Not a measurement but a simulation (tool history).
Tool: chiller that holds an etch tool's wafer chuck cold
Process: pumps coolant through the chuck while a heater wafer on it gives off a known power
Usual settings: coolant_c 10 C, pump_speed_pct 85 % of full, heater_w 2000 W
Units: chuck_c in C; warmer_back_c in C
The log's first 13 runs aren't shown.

| run | hour | coolant_c | pump_speed_pct | heater_w | chuck_c | warmer_back_c |
|---|---|---|---|---|---|---|
| 14 | 1903.2 | 5 | 85 | 2000 | 24.1 | 6.21 |
| 15 | 2031.9 | 10 | 85 | 2536 | 34.2 | 7.93 |
|  | 2050.7 | coolant pump overhauled |
| 16 | 2199.1 | 10 | 85 | 2536 | 34.3 | 8.07 |
| 17 | 2340 | 8 | 85 | 2357 | 30.8 | 7.47 |
| 18 | 2477.2 | 1 | 69 | 2357 | 28 | 9.36 |
| 19 | 2644 | 11 | 75 | 2032 | 32.9 | 7.41 |
| 20 | 2812.2 | 11 | 85 | 2628 | 37 | 8.33 |
| 21 | 2909.9 | 11 | 85 | 2628 | 36.7 | 8.43 |

The next listed run, before its measurement:
| 22 | 3116.1 | 1 | 85 | 2628 | ? | ? |

{"run 22": {"chuck_c": 26.6, "warmer_back_c": 8.44}}
Without the tool's hidden state the same run would have given chuck_c 23.3 C, warmer_back_c 7.98 C.
